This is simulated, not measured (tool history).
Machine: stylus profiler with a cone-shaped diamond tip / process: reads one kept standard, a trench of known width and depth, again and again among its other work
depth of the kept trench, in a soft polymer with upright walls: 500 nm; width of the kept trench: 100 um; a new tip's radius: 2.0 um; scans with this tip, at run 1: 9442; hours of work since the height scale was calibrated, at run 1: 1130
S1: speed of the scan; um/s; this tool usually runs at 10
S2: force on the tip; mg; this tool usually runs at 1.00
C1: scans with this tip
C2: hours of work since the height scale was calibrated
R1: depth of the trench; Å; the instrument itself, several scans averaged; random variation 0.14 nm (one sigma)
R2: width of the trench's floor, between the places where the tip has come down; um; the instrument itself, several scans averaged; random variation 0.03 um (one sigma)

Run 1, hour 0.0: usual settings; C1 9442; C2 1130. Result: R1 5033.1 Å, R2 96.60 um.
Run 2, hour 52.2: usual settings; C1 9735; C2 1165. Result: R1 5033.1 Å, R2 96.58 um.
Run 3, hour 94.4: usual settings but S2 0.82 mg; C1 9972; C2 1193. Result: R1 5030.7 Å, R2 96.57 um.
Run 4, hour 159.6: usual settings but S2 0.89 mg; C1 10338; C2 1237. Result: R1 5034.4 Å, R2 96.57 um.
Run 5, hour 215.1: usual settings but S2 0.38 mg; C1 10650; C2 1275. Result: R1 5027.9 Å, R2 96.47 um.
Run 6, hour 295.8: usual settings but S2 0.38 mg; C1 11103; C2 1329. Result: R1 5024.1 Å, R2 96.42 um.
Run 7, hour 347.3: usual settings; C1 11392; C2 1363. Result: R1 5035.1 Å, R2 96.46 um.
Run 8, hour 431.8: usual settings but S1 7 um/s; C1 11866; C2 1420. Result: R1 5037.7 Å, R2 96.46 um.
Run 9, hour 501.2: usual settings but S1 11 um/s; C1 12256; C2 1467. Result: R1 5034.7 Å, R2 96.40 um.
Run 10, hour 587.9: usual settings but S1 11 um/s; C1 12743; C2 1525. Result: R1 5039.3 Å, R2 96.45 um.
Run 11, hour 649.8: usual settings but S1 11 um/s; C1 13090; C2 1567. Result: R1 5040.1 Å, R2 96.36 um.
Run 12, hour 712.5: usual settings but S1 11 um/s, S2 1.03 mg; C1 13442; C2 1609. Result: R1 5037.2 Å, R2 96.32 um.
Run 13, hour 774.4: usual settings but S1 5 um/s; C1 13790; C2 1650. Result: R1 5039.1 Å, R2 96.32 um.
Run 14, hour 838.4: usual settings but S2 0.34 mg; C1 14149; C2 1693. Result: R1 5030.7 Å, R2 96.28 um.
Run 15, hour 910.8: usual settings but S2 0.34 mg; C1 14556; C2 1742. Result: R1 5028.6 Å, R2 96.29 um.
Run 16, hour 973.3: usual settings but S2 0.34 mg; C1 14906; C2 1784. Result: R1 5030.9 Å, R2 96.25 um.
Run 17, hour 1036.0: usual settings but S2 0.34 mg; C1 15259; C2 1826. Result: R1 5031.4 Å, R2 96.22 um.
Run 18, hour 1082.8: usual settings but S1 8 um/s, S2 0.34 mg; C1 15521; C2 1857. Result: R1 5031.8 Å, R2 96.21 um.
Run 19, hour 1158.2: usual settings; C1 15945; C2 1908. Result: R1 5046.5 Å, R2 96.17 um.
Run 20, hour 1208.6: usual settings but S1 4 um/s, S2 2.00 mg; C1 16227; C2 1942. Result: R1 5055.3 Å, R2 96.20 um.
Run 21, hour 1290.4: usual settings but S1 4 um/s, S2 2.00 mg; C1 16687; C2 1997. Result: R1 5055.7 Å, R2 96.15 um.
Run 22, hour 1339.0: usual settings but S1 25 um/s, S2 2.79 mg; C1 16959; C2 2030. Result: R1 5067.3 Å, R2 96.14 um.
Run 23, hour 1423.9: usual settings but S1 25 um/s, S2 0.58 mg; C1 17436; C2 2087. Result: R1 5042.4 Å, R2 95.98 um.
Run 24, hour 1479.6: usual settings but S1 25 um/s, S2 0.58 mg; C1 17748; C2 2124. Result: R1 5040.2 Å, R2 96.00 um.
Run 25, hour 1559.0: usual settings but S1 7 um/s, S2 0.63 mg; C1 18194; C2 2177. Result: R1 5040.9 Å, R2 96.02 um.
Run 26, hour 1637.4: usual settings but S1 34 um/s, S2 1.85 mg; C1 18635; C2 2230. Result: R1 5057.9 Å, R2 95.97 um.
Run 27, hour 1725.2: usual settings but S1 34 um/s, S2 1.85 mg; C1 19127; C2 2289. Result: R1 5057.3 Å, R2 95.91 um.
At hour 1765.2: height scale calibrated on a step standard.
Run 28, hour 1807.8: usual settings but S1 34 um/s, S2 1.85 mg; C1 19588; C2 29. Result: R1 5029.5 Å, R2 95.89 um.
Run 29, hour 1863.8: usual settings but S1 31 um/s, S2 2.93 mg; C1 19903; C2 66. Result: R1 5040.1 Å, R2 95.91 um.
Run 30, hour 1941.8: usual settings but S1 21 um/s, S2 0.46 mg; C1 20341; C2 119. Result: R1 5011.5 Å, R2 95.82 um.
Run 31, hour 2026.0: usual settings but S1 3 um/s, S2 0.50 mg; C1 20813; C2 175. Result: R1 5015.6 Å, R2 95.91 um.
Run 32, hour 2066.1: usual settings but S1 4 um/s, S2 0.98 mg; C1 21038; C2 202. Result: R1 5022.6 Å, R2 95.98 um.
At hour 2074.9: new tip fitted, height scale calibrated.
Run 33, hour 2124.7: usual settings but S1 12 um/s, S2 1.81 mg; C1 280; C2 33. Result: R1 5027.0 Å, R2 97.28 um.
Run 34, hour 2184.1: usual settings but S1 6 um/s, S2 1.82 mg; C1 613; C2 73. Result: R1 5029.7 Å, R2 97.32 um.
Run 35, hour 2240.7: usual settings but S1 6 um/s, S2 1.82 mg; C1 931; C2 111. Result: R1 5029.1 Å, R2 97.23 um.
Run 36, hour 2322.8: usual settings but S1 35 um/s, S2 1.82 mg; C1 1392; C2 167. Result: R1 5027.4 Å, R2 97.13 um.
Run 37, hour 2386.7: usual settings but S1 3 um/s, S2 1.82 mg; C1 1751; C2 209. Result: R1 5029.7 Å, R2 97.18 um.
Run 38, hour 2464.3: usual settings but S1 3 um/s, S2 0.39 mg; C1 2186; C2 262. Result: R1 5013.2 Å, R2 97.18 um.

Difference, measured minus no-hidden-state, one row per run. Run-to-run variation is common to both terms; the gauge's own scatter need not be:
Hidden state present: radius of the tip, um; height scale over the true one, %; drift of the gauge itself on depth_nm, %; drift of the gauge itself on floor_um, %.
run     R1     R2
  1  +13.8  -0.71
  2  +14.3  -0.72
  3  +14.7  -0.74
  4  +15.2  -0.76
  5  +15.8  -0.79
  6  +16.5  -0.82
  7  +16.9  -0.84
  8  +17.8  -0.87
  9  +18.4  -0.89
 10  +19.2  -0.93
 11  +19.7  -0.95
 12  +20.3  -0.97
 13  +20.8  -0.99
 14  +21.3  -1.01
 15  +22.0  -1.04
 16  +22.5  -1.06
 17  +23.1  -1.08
 18  +23.6  -1.10
 19  +24.5  -1.13
 20  +24.9  -1.14
 21  +25.7  -1.17
 22  +26.3  -1.19
 23  +26.8  -1.22
 24  +27.3  -1.23
 25  +28.1  -1.26
 26  +28.9  -1.29
 27  +29.7  -1.32
 28   +0.1  -1.35
 29   +0.6  -1.36
 30   +1.3  -1.38
 31   +2.1  -1.41
 32   +2.4  -1.43
 33   +0.2  +0.00
 34   +0.6  -0.03
 35   +1.1  -0.05
 36   +1.9  -0.09
 37   +2.4  -0.12
 38   +3.1  -0.15

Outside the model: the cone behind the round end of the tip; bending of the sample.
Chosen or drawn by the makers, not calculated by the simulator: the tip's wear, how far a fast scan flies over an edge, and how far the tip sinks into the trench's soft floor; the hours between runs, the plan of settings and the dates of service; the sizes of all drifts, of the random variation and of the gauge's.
